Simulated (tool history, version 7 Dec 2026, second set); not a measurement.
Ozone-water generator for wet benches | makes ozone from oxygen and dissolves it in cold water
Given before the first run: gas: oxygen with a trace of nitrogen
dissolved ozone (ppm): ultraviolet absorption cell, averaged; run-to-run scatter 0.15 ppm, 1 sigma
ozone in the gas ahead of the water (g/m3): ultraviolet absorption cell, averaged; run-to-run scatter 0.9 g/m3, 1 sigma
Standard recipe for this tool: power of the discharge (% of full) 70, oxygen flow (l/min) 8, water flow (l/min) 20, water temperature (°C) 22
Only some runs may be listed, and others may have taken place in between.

run	hour	power of the discharge (% of full)	oxygen flow (l/min)	water flow (l/min)	water temperature (°C)	dissolved ozone (ppm)	ozone in the gas ahead of the water (g/m3)
1	0	70	8	20	22	16.7	143
2	72.9	70	8	20	22	16.9	140.6
3	159	70	8	20	22	17.2	144
4	273.8	70	8	20	22	16.9	141.5
5	363.8	70	8	20	22	16.8	142.5
6	419.7	70	8	20	26	15.8	141
7	473.5	70	5.45	20	22	17.2	169.8
8	547.9	70	8	20	22	16.9	141.1
9	655.2	70	8	20	22	16.8	142.2
10	739.6	70	8	20	22	16.5	141.4
11	845.2	54	6	20	23	13.9	133.8
12	899.2	48	12.63	20	23	12	86.7

Run 13, settings as shown, results not yet in. Your forecast:
13	992.4	42	4.43	18	27	?	?

dissolved ozone (ppm): 11.5
ozone in the gas ahead of the water (g/m3): 130.4
Minus the tool's unlogged condition, the same run would have read dissolved ozone (ppm) 12.1, ozone in the gas ahead of the water (g/m3) 135.5.

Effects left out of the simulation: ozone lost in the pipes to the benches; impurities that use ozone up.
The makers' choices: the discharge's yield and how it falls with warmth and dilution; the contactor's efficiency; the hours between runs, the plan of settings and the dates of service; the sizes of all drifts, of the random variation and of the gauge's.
